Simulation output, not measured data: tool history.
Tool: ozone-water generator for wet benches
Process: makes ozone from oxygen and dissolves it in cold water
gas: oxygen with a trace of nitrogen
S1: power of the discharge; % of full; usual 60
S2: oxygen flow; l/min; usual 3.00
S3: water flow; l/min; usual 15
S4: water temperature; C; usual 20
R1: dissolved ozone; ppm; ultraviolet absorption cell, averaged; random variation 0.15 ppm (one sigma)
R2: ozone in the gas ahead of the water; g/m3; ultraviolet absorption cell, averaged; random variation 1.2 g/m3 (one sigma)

| run | day | S1 | S2 | S3 | S4 | R1 | R2 |
|---|---|---|---|---|---|---|---|
| 1 | 0.000 | 60 | 3.00 | 15 | 20 | 16.6 | 186.2 |
| 2 | 2.804 | 60 | 3.00 | 15 | 20 | 16.6 | 187.6 |
| 3 | 5.800 | 60 | 3.00 | 15 | 20 | 16.6 | 186.0 |
| 4 | 8.754 | 60 | 3.00 | 15 | 20 | 16.5 | 185.0 |
| 5 | 13.100 | 60 | 3.00 | 15 | 20 | 16.3 | 186.4 |
| 6 | 16.633 | 60 | 3.00 | 13 | 20 | 18.2 | 183.9 |
| 7 | 20.796 | 60 | 3.00 | 13 | 20 | 18.5 | 185.8 |
| 8 | 23.833 | 60 | 3.00 | 13 | 20 | 18.3 | 183.8 |
| 9 | 28.362 | 86 | 3.00 | 15 | 20 | 21.3 | 245.2 |
| 10 | 32.567 | 86 | 3.00 | 15 | 20 | 21.2 | 240.7 |
| 11 | 35.054 | 86 | 3.00 | 15 | 20 | 21.2 | 241.9 |
| 12 | 38.800 | 86 | 3.00 | 16 | 20 | 20.3 | 240.0 |
| 13 | 42.233 | 86 | 3.00 | 16 | 20 | 20.0 | 238.3 |
| 14 | 44.733 | 86 | 3.00 | 16 | 22 | 19.3 | 238.3 |
| 15 | 48.546 | 45 | 3.00 | 16 | 22 | 11.5 | 144.1 |
| 16 | 53.017 | 41 | 3.00 | 15 | 20 | 11.9 | 134.9 |
| 17 | 55.375 | 60 | 3.00 | 15 | 12 | 17.2 | 178.4 |
|  | 58.879 | water thermometer calibrated |
| 18 | 60.329 | 60 | 1.63 | 15 | 20 | 14.9 | 262.0 |
| 19 | 65.129 | 60 | 1.63 | 15 | 20 | 15.3 | 260.8 |
| 20 | 68.508 | 60 | 4.23 | 15 | 18 | 15.7 | 143.4 |
|  | 71.517 | water thermometer calibrated, once more |
| 21 | 72.892 | 60 | 1.61 | 15 | 18 | 15.5 | 263.5 |
| 22 | 76.167 | 82 | 3.36 | 15 | 20 | 19.6 | 208.2 |
| 23 | 79.158 | 82 | 3.36 | 15 | 20 | 19.4 | 207.1 |
| 24 | 84.192 | 60 | 3.00 | 10 | 12 | 23.5 | 174.2 |
| 25 | 88.504 | 60 | 3.00 | 14 | 19 | 16.2 | 175.1 |
| 26 | 91.496 | 96 | 3.00 | 14 | 12 | 25.1 | 246.7 |
| 27 | 95.483 | 96 | 3.00 | 14 | 12 | 24.8 | 246.5 |
| 28 | 98.338 | 96 | 2.61 | 9 | 12 | 35.7 | 268.1 |
| 29 | 100.425 | 51 | 2.61 | 21 | 17 | 10.4 | 168.0 |
|  | 101.279 | contactor cleaned |
| 30 | 103.300 | 50 | 4.95 | 10 | 16 | 18.2 | 110.1 |
| 31 | 107.358 | 50 | 5.00 | 11 | 16 | 16.8 | 109.3 |

The next listed run, before its measurement:
| 32 | 110.888 | 92 | 2.07 | 11 | 16 | ? | ? |

R1: 28.7 ppm
R2: 293.6 g/m3
Without the tool's hidden state the same run would have given R1 39.1 ppm, R2 399.5 g/m3.
